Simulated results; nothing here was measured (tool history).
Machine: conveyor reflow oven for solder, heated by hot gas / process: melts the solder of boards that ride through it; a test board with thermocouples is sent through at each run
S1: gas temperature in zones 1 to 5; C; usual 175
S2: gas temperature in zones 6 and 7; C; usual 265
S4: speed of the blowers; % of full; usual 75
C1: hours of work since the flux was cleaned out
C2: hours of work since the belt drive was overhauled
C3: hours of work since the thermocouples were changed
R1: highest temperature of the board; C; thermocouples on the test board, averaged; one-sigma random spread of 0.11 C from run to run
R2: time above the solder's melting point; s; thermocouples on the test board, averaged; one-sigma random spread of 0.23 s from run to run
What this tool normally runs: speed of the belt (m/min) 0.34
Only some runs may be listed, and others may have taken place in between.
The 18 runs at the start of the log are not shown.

run 19 hour=362.7 | S1=166 S2=265 speed_of_the_belt_(m/min)=0.34 S4=62 | C1=23 C2=966 C3=229 | R1=254 R2=82
run 20 hour=386.2 | S1=165 S2=262 speed_of_the_belt_(m/min)=0.27 S4=59 | C1=38 C2=981 C3=244 | R1=255.7 R2=107.8
run 21 hour=405.9 | S1=165 S2=262 speed_of_the_belt_(m/min)=0.27 S4=59 | C1=51 C2=994 C3=257 | R1=255.5 R2=107.6
run 22 hour=433.3 | S1=165 S2=262 speed_of_the_belt_(m/min)=0.27 S4=59 | C1=69 C2=1012 C3=275 | R1=255.7 R2=107.8
run 23 hour=455.4 | S1=165 S2=262 speed_of_the_belt_(m/min)=0.27 S4=59 | C1=83 C2=1026 C3=289 | R1=255.7 R2=107.8
run 24 hour=481.6 | S1=165 S2=265 speed_of_the_belt_(m/min)=0.27 S4=79 | C1=100 C2=1043 C3=306 | R1=261.1 R2=114.5
run 25 hour=506.4 | S1=169 S2=265 speed_of_the_belt_(m/min)=0.34 S4=75 | C1=116 C2=1059 C3=322 | R1=256.4 R2=86.2
run 26 hour=534.1 | S1=175 S2=262 speed_of_the_belt_(m/min)=0.361 S4=75 | C1=134 C2=1077 C3=340 | R1=252.9 R2=80.6
run 27 hour=552.8 | S1=175 S2=278 speed_of_the_belt_(m/min)=0.34 S4=75 | C1=146 C2=1089 C3=352 | R1=269.5 R2=97.2
run 28 hour=580.9 | S1=175 S2=278 speed_of_the_belt_(m/min)=0.34 S4=67 | C1=164 C2=1108 C3=370 | R1=268.1 R2=96.3
run 29 hour=595.4 | S1=175 S2=266 speed_of_the_belt_(m/min)=0.34 S4=78 | C1=174 C2=1117 C3=380 | R1=258.6 R2=91
run 30 hour=614.3 | S1=186 S2=263 speed_of_the_belt_(m/min)=0.297 S4=75 | C1=186 C2=1129 C3=392 | R1=258.6 R2=111

Here are 4 independent what-if runs from the current tool condition. What would each one return?
-- hour=631.9 flux residue cleaned out of gas plates and filters
run A hour=643.7 | S1=175 S2=277 speed_of_the_belt_(m/min)=0.387 S4=75 | C1=8 C2=1145 C3=408 | R1=? R2=?
-- hour=631.9 flux residue cleaned out of gas plates and filters
run B hour=643.7 | S1=186 S2=263 speed_of_the_belt_(m/min)=0.32 S4=75 | C1=8 C2=1145 C3=408 | R1=? R2=?
-- hour=631.9 flux residue cleaned out of gas plates and filters
run C hour=643.7 | S1=175 S2=265 speed_of_the_belt_(m/min)=0.34 S4=63 | C1=8 C2=1145 C3=408 | R1=? R2=?
-- hour=631.9 flux residue cleaned out of gas plates and filters
run D hour=643.7 | S1=188 S2=265 speed_of_the_belt_(m/min)=0.296 S4=75 | C1=8 C2=1145 C3=408 | R1=? R2=?

run=A R1=265.7 R2=83.2
run=B R1=257.8 R2=102
run=C R1=255.7 R2=87.6
run=D R1=261 R2=114.4
With the hidden condition removed and each run's random variation left untouched, the same runs would have given:
run=A R1=264.2 R2=79.8
run=B R1=256.6 R2=98
run=C R1=254.4 R2=83.6
run=D R1=259.9 R2=110.1

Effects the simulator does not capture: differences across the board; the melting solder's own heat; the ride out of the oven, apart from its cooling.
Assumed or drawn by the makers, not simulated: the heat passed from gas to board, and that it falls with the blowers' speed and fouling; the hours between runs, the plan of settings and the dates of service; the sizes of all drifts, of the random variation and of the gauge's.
